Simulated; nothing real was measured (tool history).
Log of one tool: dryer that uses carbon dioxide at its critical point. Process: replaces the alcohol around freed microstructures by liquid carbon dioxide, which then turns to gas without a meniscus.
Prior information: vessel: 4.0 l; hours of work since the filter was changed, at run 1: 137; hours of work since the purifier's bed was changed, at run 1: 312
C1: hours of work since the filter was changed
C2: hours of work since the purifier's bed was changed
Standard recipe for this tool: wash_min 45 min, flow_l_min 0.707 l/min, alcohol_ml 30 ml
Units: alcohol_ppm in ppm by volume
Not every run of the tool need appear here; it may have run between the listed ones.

{"run": 1, "hour": 0.0, "wash_min": 45, "flow_l_min": 0.707, "alcohol_ml": 30, "C1": 137, "C2": 312, "alcohol_ppm": 46}
{"run": 2, "hour": 17.3, "wash_min": 45, "flow_l_min": 0.882, "alcohol_ml": 30, "C1": 150, "C2": 325, "alcohol_ppm": 44}
{"run": 3, "hour": 37.9, "wash_min": 45, "flow_l_min": 0.882, "alcohol_ml": 30, "C1": 166, "C2": 341, "alcohol_ppm": 40}
{"run": 4, "hour": 56.5, "wash_min": 45, "flow_l_min": 0.882, "alcohol_ml": 30, "C1": 181, "C2": 356, "alcohol_ppm": 49}
{"run": 5, "hour": 71.2, "wash_min": 45, "flow_l_min": 0.882, "alcohol_ml": 30, "C1": 193, "C2": 368, "alcohol_ppm": 41}
{"run": 6, "hour": 84.3, "wash_min": 45, "flow_l_min": 0.882, "alcohol_ml": 30, "C1": 203, "C2": 378, "alcohol_ppm": 48}
{"run": 7, "hour": 95.9, "wash_min": 45, "flow_l_min": 0.707, "alcohol_ml": 30, "C1": 212, "C2": 387, "alcohol_ppm": 61}
{"hour": 104.3, "done": "inlet filter changed"}
{"run": 8, "hour": 110.5, "wash_min": 45, "flow_l_min": 0.707, "alcohol_ml": 30, "C1": 5, "C2": 398, "alcohol_ppm": 52}
{"run": 9, "hour": 131.3, "wash_min": 45, "flow_l_min": 0.707, "alcohol_ml": 30, "C1": 21, "C2": 414, "alcohol_ppm": 54}
{"run": 10, "hour": 151.2, "wash_min": 45, "flow_l_min": 0.989, "alcohol_ml": 30, "C1": 37, "C2": 430, "alcohol_ppm": 53}
{"run": 11, "hour": 172.2, "wash_min": 45, "flow_l_min": 0.989, "alcohol_ml": 30, "C1": 53, "C2": 446, "alcohol_ppm": 46}
{"run": 12, "hour": 189.6, "wash_min": 45, "flow_l_min": 0.989, "alcohol_ml": 93, "C1": 67, "C2": 460, "alcohol_ppm": 58}
{"run": 13, "hour": 204.6, "wash_min": 54, "flow_l_min": 0.989, "alcohol_ml": 93, "C1": 79, "C2": 472, "alcohol_ppm": 54}
{"run": 14, "hour": 221.3, "wash_min": 58, "flow_l_min": 1.009, "alcohol_ml": 22, "C1": 92, "C2": 485, "alcohol_ppm": 56}
{"run": 15, "hour": 241.7, "wash_min": 31, "flow_l_min": 1.021, "alcohol_ml": 22, "C1": 108, "C2": 501, "alcohol_ppm": 65}

Here are 5 independent what-if runs from the current tool condition. What would each one return?
{"run": "A", "hour": 259.1, "wash_min": 42, "flow_l_min": 0.731, "alcohol_ml": 42, "C1": 122, "C2": 514, "alcohol_ppm": "?"}
{"run": "B", "hour": 259.1, "wash_min": 37, "flow_l_min": 0.949, "alcohol_ml": 40, "C1": 122, "C2": 514, "alcohol_ppm": "?"}
{"run": "C", "hour": 259.1, "wash_min": 45, "flow_l_min": 0.743, "alcohol_ml": 30, "C1": 122, "C2": 514, "alcohol_ppm": "?"}
{"run": "D", "hour": 259.1, "wash_min": 66, "flow_l_min": 0.707, "alcohol_ml": 35, "C1": 122, "C2": 514, "alcohol_ppm": "?"}
{"run": "E", "hour": 259.1, "wash_min": 35, "flow_l_min": 0.707, "alcohol_ml": 30, "C1": 122, "C2": 514, "alcohol_ppm": "?"}

run=A alcohol_ppm=77
run=B alcohol_ppm=69
run=C alcohol_ppm=70
run=D alcohol_ppm=59
run=E alcohol_ppm=109
Stripped of hidden state, with their random variation kept, the same runs would have yielded:
run=A alcohol_ppm=14
run=B alcohol_ppm=8
run=C alcohol_ppm=11
run=D alcohol_ppm=6
run=E alcohol_ppm=34
